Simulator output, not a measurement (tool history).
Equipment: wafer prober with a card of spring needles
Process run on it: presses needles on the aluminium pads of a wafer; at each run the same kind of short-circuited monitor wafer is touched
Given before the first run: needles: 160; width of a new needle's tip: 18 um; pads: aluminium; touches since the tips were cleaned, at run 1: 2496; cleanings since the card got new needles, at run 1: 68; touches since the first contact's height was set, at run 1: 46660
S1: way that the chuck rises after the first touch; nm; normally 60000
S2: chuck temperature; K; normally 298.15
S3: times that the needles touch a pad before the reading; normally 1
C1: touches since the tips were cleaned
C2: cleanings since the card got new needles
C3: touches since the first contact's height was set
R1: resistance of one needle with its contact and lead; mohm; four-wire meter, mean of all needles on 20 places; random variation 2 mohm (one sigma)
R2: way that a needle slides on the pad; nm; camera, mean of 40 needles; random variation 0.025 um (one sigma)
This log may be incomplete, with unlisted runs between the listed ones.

run	hour	S1	S2	S3	C1	C2	C3	R1	R2
1	0	60000	298.15	1	2496	68	46660	296	10650
# hour 22.5: tips cleaned on abrasive film
2	46.7	60000	298.15	1	6440	69	59066	407	10620
# hour 53: tips cleaned on abrasive film
3	81.2	60000	298.15	1	7511	70	68211	370	10660
# hour 87.1: tips cleaned on abrasive film
4	108.6	60000	298.15	1	5721	71	75455	357	10660
# hour 120.4: tips cleaned on abrasive film
5	149.2	60000	298.15	1	7674	72	86250	376	10620
# hour 152.7: tips cleaned on abrasive film
# hour 184.4: tips cleaned on abrasive film
6	196.2	60000	298.15	1	3122	74	98674	326	10650
# hour 217.3: tips cleaned on abrasive film
# hour 222.7: tips cleaned on abrasive film, once more
7	242.9	60000	298.15	1	5357	76	111043	350	10610
# hour 255: tips cleaned on abrasive film
8	273.8	60000	309.15	1	5006	77	119251	353	10580
# hour 288.6: tips cleaned on abrasive film
# hour 319.4: tips cleaned on abrasive film
9	327.8	60000	309.15	1	2236	79	133554	313	10600
# hour 353.7: tips cleaned on abrasive film
10	363.2	60000	298.15	1	2520	80	142935	316	10550
# hour 385.6: tips cleaned on abrasive film
# hour 416.3: tips cleaned on abrasive film
11	419.8	60000	298.15	1	931	82	157939	274	10520
# hour 448.8: tips cleaned on abrasive film
12	457.5	60000	298.15	1	2332	83	167956	310	10480
# hour 481: tips cleaned on abrasive film
# hour 514.3: tips cleaned on abrasive film
13	518.4	60000	310.15	1	1084	85	184090	289	10480
# hour 548.7: tips cleaned on abrasive film
# hour 580.5: tips cleaned on abrasive film
14	585.8	60000	298.15	1	1423	87	201976	281	10460
# hour 604.1: height of the first contact set anew
# hour 613.9: tips cleaned on abrasive film
15	627.5	80000	321.15	3	3641	88	6214	245	14340
# hour 646.1: tips cleaned on abrasive film
# hour 677.2: tips cleaned on abrasive film
16	693.7	80000	321.15	3	4389	90	23760	250	14340
# hour 710.4: tips cleaned on abrasive film
17	727.6	80000	321.15	3	4563	91	32748	250	14260
# hour 743.8: tips cleaned on abrasive film
# hour 779.8: tips cleaned on abrasive film
18	782.3	70000	302.15	1	666	93	47240	251	12470
# hour 813: tips cleaned on abrasive film
19	842.6	70000	302.15	2	7874	94	63262	295	12480
# hour 848: tips cleaned on abrasive film
20	870.6	48000	330.15	1	6016	95	70673	444	8490
# hour 878.8: tips cleaned on abrasive film
21	901.9	54000	331.15	1	6139	96	78982	402	9560
# hour 910.4: tips cleaned on abrasive film
# hour 943.1: tips cleaned on abrasive film
22	954.6	54000	324.15	1	3051	98	92931	350	9540
# hour 976.7: tips cleaned on abrasive film
23	989.7	51000	389.15	3	3479	99	102257	309	9070
# hour 1007.2: tips cleaned on abrasive film
24	1036.2	51000	309.15	1	7704	100	114575	451	9010
# hour 1042.1: tips cleaned on abrasive film
25	1066.8	51000	309.15	1	6578	101	122707	444	8920
# hour 1076.4: tips cleaned on abrasive film
# hour 1107.9: tips cleaned on abrasive film
26	1125.6	51000	310.15	3	4721	103	138287	299	8990

Estimate the outcome of run 27 from the log above:
# hour 1139.4: tips cleaned on abrasive film
27	1158.8	59000	321.15	1	5152	104	147092	?	?

Run 27 measured R1 366 mohm, R2 10390 nm.
Were there no unlogged condition in the tool, this run, its random variation unchanged, would have produced R1 232 mohm, R2 10620 nm.
